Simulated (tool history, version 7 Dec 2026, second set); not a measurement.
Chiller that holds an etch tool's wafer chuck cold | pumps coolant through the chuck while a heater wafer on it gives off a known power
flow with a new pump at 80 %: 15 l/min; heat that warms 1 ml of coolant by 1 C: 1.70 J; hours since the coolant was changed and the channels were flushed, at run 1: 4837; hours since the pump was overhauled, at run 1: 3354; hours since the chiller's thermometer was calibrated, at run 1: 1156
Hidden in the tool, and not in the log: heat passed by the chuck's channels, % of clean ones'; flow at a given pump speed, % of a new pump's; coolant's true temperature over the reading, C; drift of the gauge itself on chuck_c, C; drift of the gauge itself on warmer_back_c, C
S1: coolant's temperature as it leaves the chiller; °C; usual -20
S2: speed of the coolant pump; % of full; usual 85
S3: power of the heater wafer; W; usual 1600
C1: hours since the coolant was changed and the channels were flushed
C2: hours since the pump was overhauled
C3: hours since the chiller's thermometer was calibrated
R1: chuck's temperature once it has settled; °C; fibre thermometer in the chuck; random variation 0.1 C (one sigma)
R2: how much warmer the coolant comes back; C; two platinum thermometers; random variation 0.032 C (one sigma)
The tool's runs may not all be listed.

{"run": 1, "hour": 0.0, "S1": -20, "S2": 85, "S3": 1600, "C1": 4837, "C2": 3354, "C3": 1156, "R1": -3.6, "R2": 3.51}
{"run": 2, "hour": 83.1, "S1": -20, "S2": 85, "S3": 1600, "C1": 4920, "C2": 3437, "C3": 1239, "R1": -3.5, "R2": 3.56}
{"run": 3, "hour": 198.2, "S1": -20, "S2": 85, "S3": 1349, "C1": 5035, "C2": 3552, "C3": 1354, "R1": -6.2, "R2": 3.05}
{"hour": 237.9, "done": "coolant changed, channels flushed"}
{"run": 4, "hour": 290.0, "S1": -20, "S2": 85, "S3": 1600, "C1": 52, "C2": 3638, "C3": 1440, "R1": -3.5, "R2": 3.64}
{"run": 5, "hour": 414.7, "S1": -20, "S2": 85, "S3": 1600, "C1": 177, "C2": 3762, "C3": 1564, "R1": -3.8, "R2": 3.59}
{"run": 6, "hour": 488.7, "S1": -20, "S2": 85, "S3": 1241, "C1": 251, "C2": 3836, "C3": 1638, "R1": -7.2, "R2": 2.8}
{"run": 7, "hour": 595.4, "S1": -19, "S2": 85, "S3": 1600, "C1": 357, "C2": 3943, "C3": 1745, "R1": -2.5, "R2": 3.63}
{"run": 8, "hour": 696.7, "S1": -20, "S2": 74, "S3": 1600, "C1": 459, "C2": 4044, "C3": 1846, "R1": -1.5, "R2": 4.25}
{"run": 9, "hour": 795.5, "S1": -20, "S2": 82, "S3": 1600, "C1": 558, "C2": 4143, "C3": 1945, "R1": -3, "R2": 3.81}
{"run": 10, "hour": 859.9, "S1": -20, "S2": 82, "S3": 1600, "C1": 622, "C2": 4208, "C3": 2010, "R1": -3.1, "R2": 3.81}
{"run": 11, "hour": 988.8, "S1": -26, "S2": 65, "S3": 904, "C1": 751, "C2": 4336, "C3": 2139, "R1": -14.5, "R2": 2.83}
{"run": 12, "hour": 1078.1, "S1": -26, "S2": 65, "S3": 904, "C1": 840, "C2": 4426, "C3": 2228, "R1": -14.3, "R2": 2.9}
{"run": 13, "hour": 1138.2, "S1": -22, "S2": 65, "S3": 1651, "C1": 900, "C2": 4486, "C3": 2288, "R1": -0.5, "R2": 5.14}
{"run": 14, "hour": 1195.4, "S1": -21, "S2": 65, "S3": 998, "C1": 957, "C2": 4543, "C3": 2345, "R1": -8.1, "R2": 3.16}
{"run": 15, "hour": 1298.3, "S1": -29, "S2": 60, "S3": 1154, "C1": 1060, "C2": 4646, "C3": 2448, "R1": -12.9, "R2": 4.03}
{"run": 16, "hour": 1420.5, "S1": -15, "S2": 66, "S3": 1131, "C1": 1183, "C2": 4768, "C3": 2570, "R1": -0.5, "R2": 3.62}

How the hidden state differs across the entries between the runs, from the last listed run before each to the first after it:
Between runs 3 and 4: coolant changed, channels flushed (hour 237.9)
  heat passed by the chuck's channels, % of clean ones': 99.8 -> 100; drift of the gauge itself on warmer_back_c, C: 0.04 -> 0.05
  measured less the result without the state, R2: +0.04 -> +0.05 C
